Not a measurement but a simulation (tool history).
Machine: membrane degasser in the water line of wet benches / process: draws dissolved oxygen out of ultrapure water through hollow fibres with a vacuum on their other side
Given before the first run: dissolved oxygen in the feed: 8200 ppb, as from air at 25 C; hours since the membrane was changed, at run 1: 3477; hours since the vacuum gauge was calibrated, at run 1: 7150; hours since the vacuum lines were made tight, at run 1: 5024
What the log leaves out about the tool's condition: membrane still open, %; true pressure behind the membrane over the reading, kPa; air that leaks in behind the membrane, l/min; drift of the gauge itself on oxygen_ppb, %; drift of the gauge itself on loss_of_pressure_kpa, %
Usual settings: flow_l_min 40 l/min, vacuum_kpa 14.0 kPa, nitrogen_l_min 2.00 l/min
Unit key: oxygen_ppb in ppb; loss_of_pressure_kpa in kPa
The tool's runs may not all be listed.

run    hour  flow_l_min  vacuum_kpa  nitrogen_l_min  hours since the membrane was changed  hours since the vacuum gauge was calibrated  hours since the vacuum lines were made tight  oxygen_ppb  loss_of_pressure_kpa
  1     0.0          40        14.0            2.00                                  3477                                         7150                                          5024       758.3                 53.99
  2    96.6          40        14.0            4.44                                  3573                                         7247                                          5120       526.9                 53.79
  3   148.7          40        10.1            4.44                                  3625                                         7299                                          5172       451.8                 53.96
  4   189.8          40        10.1            4.44                                  3667                                         7340                                          5213       460.0                 53.76
      221.6  -- seals of the vacuum lines changed
  5   238.9          40        10.1            4.44                                  3714                                         7387                                            17       451.8                 53.92
  6   308.9          40        10.1            4.44                                  3784                                         7457                                            87       454.2                 53.76
  7   381.9          40        10.1            4.44                                  3857                                         7530                                           160       465.2                 53.65
  8   465.5          40        10.1            4.44                                  3940                                         7614                                           244       451.4                 53.70
  9   550.9          40        10.1            4.44                                  4026                                         7699                                           329       446.1                 53.78
 10   593.1          40        14.0            2.00                                  4068                                         7741                                           371       749.3                 53.41
 11   633.8          40        14.0            2.00                                  4109                                         7782                                           412       729.9                 53.54
 12   686.7          40        14.0            2.00                                  4162                                         7835                                           465       751.5                 53.87
 13   765.8          40        14.0            2.00                                  4241                                         7914                                           544       747.8                 53.64
 14   829.3          40        14.0            2.00                                  4304                                         7977                                           608       768.7                 53.67
 15   868.7          40        14.0            2.00                                  4343                                         8017                                           647       742.3                 53.65
 16   962.6          25        14.0            2.00                                  4437                                         8111                                           741       386.1                 33.37
 17  1050.3          25        14.0            2.00                                  4525                                         8198                                           829       376.1                 33.42
 18  1117.5          25        14.0            2.00                                  4592                                         8266                                           896       381.7                 33.87
 19  1169.8          38        27.9            0.95                                  4645                                         8318                                           948      1860.6                 50.91
 20  1239.7          57        22.2            2.17                                  4715                                         8388                                          1018      1510.3                 76.62
 21  1298.2          40        13.5            2.86                                  4773                                         8446                                          1077       626.4                 54.16
     1344.8  -- vacuum gauge calibrated
 22  1382.4          40        11.3            2.15                                  4857                                           38                                          1160       629.9                 53.73
 23  1438.8          25        14.0            2.00                                  4913                                           94                                          1217       384.9                 33.37
 24  1501.8          47        14.0            1.74                                  4976                                          157                                          1280       986.7                 63.60
 25  1542.2          47        14.0            1.74                                  5016                                          197                                          1320       997.3                 63.32
 26  1594.5          47        14.0            1.74                                  5069                                          250                                          1372       973.1                 63.35
 27  1656.6          47        14.0            1.74                                  5131                                          312                                          1434       995.4                 62.79
 28  1750.9          47        13.4            1.74                                  5225                                          406                                          1529       971.4                 63.26
 29  1829.4          47        13.4            1.74                                  5304                                          485                                          1607       971.7                 62.98
 30  1883.1          30        15.5            1.74                                  5357                                          538                                          1661       576.7                 40.20
 31  1955.9          53         8.7            1.80                                  5430                                          611                                          1734       883.1                 71.44

Here are 5 independent what-if runs from the current tool condition. What would each one return?
  A  2025.4          40        14.0            1.75                                  5500                                          681                                          1803           ?                     ?
  B  2025.4          57        32.2            1.83                                  5500                                          681                                          1803           ?                     ?
  C  2025.4          41        14.0            0.83                                  5500                                          681                                          1803           ?                     ?
  D  2025.4          62        23.2            3.38                                  5500                                          681                                          1803           ?                     ?
  E  2025.4          62        26.9            2.00                                  5500                                          681                                          1803           ?                     ?

run  oxygen_ppb  loss_of_pressure_kpa
  A       802.2                 53.95
  B      2051.7                 76.74
  C      1220.3                 54.99
  D      1418.5                 83.21
  E      1915.4                 83.11
Stripped of hidden state, with their random variation kept, the same runs would have yielded:
run  oxygen_ppb  loss_of_pressure_kpa
  A       801.0                 53.90
  B      2050.3                 76.66
  C      1219.2                 54.93
  D      1416.7                 83.12
  E      1913.8                 83.02
